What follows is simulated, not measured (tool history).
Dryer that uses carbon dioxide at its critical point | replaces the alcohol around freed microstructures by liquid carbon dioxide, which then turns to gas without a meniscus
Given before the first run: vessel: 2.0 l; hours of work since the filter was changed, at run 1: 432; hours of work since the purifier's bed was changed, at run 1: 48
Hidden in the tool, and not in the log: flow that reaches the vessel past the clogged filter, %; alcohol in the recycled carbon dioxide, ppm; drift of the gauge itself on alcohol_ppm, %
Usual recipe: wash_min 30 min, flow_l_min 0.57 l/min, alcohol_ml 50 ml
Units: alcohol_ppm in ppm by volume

run,day,wash_min,flow_l_min,alcohol_ml,hours of work since the filter was changed,hours of work since the purifier's bed was changed,alcohol_ppm
1,0,30,0.57,50,432,48,43
2,2.462,30,0.57,50,453,70,54
3,4.083,30,0.57,50,467,84,49
# day 6.542: inlet filter changed
4,6.942,30,0.594,50,3,108,39
5,9.708,30,0.594,50,27,132,33
6,11.354,30,0.594,50,41,146,26
7,14.054,30,0.594,50,65,169,39
8,16.25,23,0.422,117,84,188,1119
9,18.038,30,0.647,67,99,203,27
10,20.404,25,0.607,67,119,224,98
11,22.112,31,0.526,60,134,238,59

Branching from run 11: 3 alternative next runs. What would each branch give?
A,24.75,20,0.558,50,157,261,?
B,24.75,30,0.57,59,157,261,?
C,24.75,30,0.676,29,157,261,?

run,alcohol_ppm
A,304
B,54
C,24
Without the tool's unlogged condition, the same runs would have read:
run,alcohol_ppm
A,247
B,30
C,5
